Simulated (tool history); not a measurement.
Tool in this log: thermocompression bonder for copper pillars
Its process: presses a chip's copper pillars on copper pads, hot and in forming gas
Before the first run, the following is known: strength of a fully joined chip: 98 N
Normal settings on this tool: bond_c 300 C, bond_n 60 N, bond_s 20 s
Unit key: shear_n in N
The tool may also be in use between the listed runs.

Run 1, hour 0.0: usual settings. Result: shear_n 62.7 N.
Run 2, hour 28.9: usual settings but bond_c 280 C. Result: shear_n 51.7 N.
Run 3, hour 53.5: usual settings but bond_c 280 C. Result: shear_n 51.2 N.
Run 4, hour 72.0: usual settings but bond_c 280 C. Result: shear_n 50.9 N.
Run 5, hour 88.6: usual settings but bond_s 17 s. Result: shear_n 59.5 N.
Run 6, hour 115.8: usual settings but bond_s 17 s. Result: shear_n 59.4 N.
Run 7, hour 141.3: usual settings. Result: shear_n 61.7 N.
Run 8, hour 167.8: usual settings but bond_c 294 C. Result: shear_n 59.2 N.
Run 9, hour 183.8: usual settings. Result: shear_n 62.6 N.
Run 10, hour 200.2: usual settings but bond_n 48 N. Result: shear_n 53.4 N.
Run 11, hour 225.0: usual settings but bond_n 48 N, bond_s 36 s. Result: shear_n 63.7 N.
At hour 229.0: force cell calibrated.
Run 12, hour 254.2: usual settings but bond_n 48 N, bond_s 36 s. Result: shear_n 63.0 N.
Run 13, hour 282.3: usual settings but bond_n 48 N, bond_s 36 s. Result: shear_n 63.3 N.
Run 14, hour 301.4: usual settings but bond_n 59 N, bond_s 36 s. Result: shear_n 70.4 N.
Run 15, hour 318.7: usual settings but bond_n 84 N, bond_s 36 s. Result: shear_n 80.4 N.
At hour 350.0: force cell calibrated, once more.
Run 16, hour 350.9: usual settings but bond_n 84 N, bond_s 36 s. Result: shear_n 82.2 N.
Run 17, hour 382.7: usual settings but bond_n 84 N, bond_s 18 s. Result: shear_n 72.7 N.
Run 18, hour 406.2: usual settings but bond_n 84 N, bond_s 18 s. Result: shear_n 72.1 N.
Run 19, hour 425.0: usual settings but bond_n 84 N, bond_s 18 s. Result: shear_n 72.1 N.
Run 20, hour 447.0: usual settings but bond_n 84 N, bond_s 18 s. Result: shear_n 72.6 N.
Run 21, hour 467.4: usual settings but bond_c 276 C, bond_n 52 N, bond_s 34 s. Result: shear_n 52.9 N.
At hour 488.6: forming gas filter changed.
At hour 492.3: heater calibrated with a thermocouple chip.
Run 22, hour 499.3: usual settings but bond_c 307 C, bond_s 19 s. Result: shear_n 63.4 N.
Run 23, hour 523.2: usual settings but bond_c 307 C, bond_s 19 s. Result: shear_n 63.2 N.
Run 24, hour 549.1: usual settings but bond_c 297 C, bond_s 44 s. Result: shear_n 71.7 N.
Run 25, hour 563.4: usual settings but bond_c 301 C, bond_n 80 N, bond_s 19 s. Result: shear_n 70.4 N.
Run 26, hour 594.2: usual settings but bond_c 320 C, bond_n 42 N, bond_s 21 s. Result: shear_n 56.4 N.
Run 27, hour 616.7: usual settings but bond_s 14 s. Result: shear_n 53.3 N.
Run 28, hour 634.8: usual settings but bond_c 324 C, bond_n 40 N, bond_s 15 s. Result: shear_n 51.4 N.
Run 29, hour 663.5: usual settings but bond_c 320 C, bond_n 39 N, bond_s 29 s. Result: shear_n 60.6 N.
Run 30, hour 687.9: usual settings but bond_c 290 C, bond_n 81 N, bond_s 53 s. Result: shear_n 79.9 N.
Run 31, hour 702.9: usual settings but bond_c 290 C, bond_n 81 N, bond_s 53 s. Result: shear_n 80.7 N.
Run 32, hour 728.6: usual settings but bond_c 329 C. Result: shear_n 74.2 N.
Run 33, hour 750.0: usual settings but bond_n 57 N, bond_s 14 s. Result: shear_n 50.3 N.
Run 34, hour 765.3: usual settings but bond_n 57 N, bond_s 14 s. Result: shear_n 51.1 N.
Run 35, hour 787.3: usual settings but bond_c 277 C, bond_n 80 N, bond_s 10 s. Result: shear_n 44.2 N.
Run 36, hour 817.7: usual settings but bond_n 43 N, bond_s 12 s. Result: shear_n 37.9 N.
Run 37, hour 838.5: usual settings but bond_c 316 C, bond_n 69 N, bond_s 13 s. Result: shear_n 65.2 N.
Run 38, hour 860.4: usual settings but bond_n 38 N, bond_s 34 s. Result: shear_n 50.8 N.
Run 39, hour 884.4: usual settings but bond_c 287 C, bond_n 82 N, bond_s 34 s. Result: shear_n 71.9 N.

Forecast each of these 5 alternatives for the next run:
Run A, hour 905.1: usual settings but bond_c 290 C. Result: shear_n ?.
Run B, hour 905.1: usual settings but bond_c 287 C, bond_n 49 N, bond_s 12 s. Result: shear_n ?.
Run C, hour 905.1: usual settings but bond_c 324 C, bond_n 82 N, bond_s 13 s. Result: shear_n ?.
Run D, hour 905.1: usual settings but bond_c 291 C, bond_n 65 N, bond_s 23 s. Result: shear_n ?.
Run E, hour 905.1: usual settings but bond_c 280 C, bond_n 56 N, bond_s 41 s. Result: shear_n ?.

run  shear_n
  A     52.1
  B     36.7
  C     74.5
  D     58.4
  E     57.2
With the hidden condition removed and each run's random variation left untouched, the same runs would have given:
run  shear_n
  A     53.1
  B     37.2
  C     76.7
  D     59.6
  E     58.3
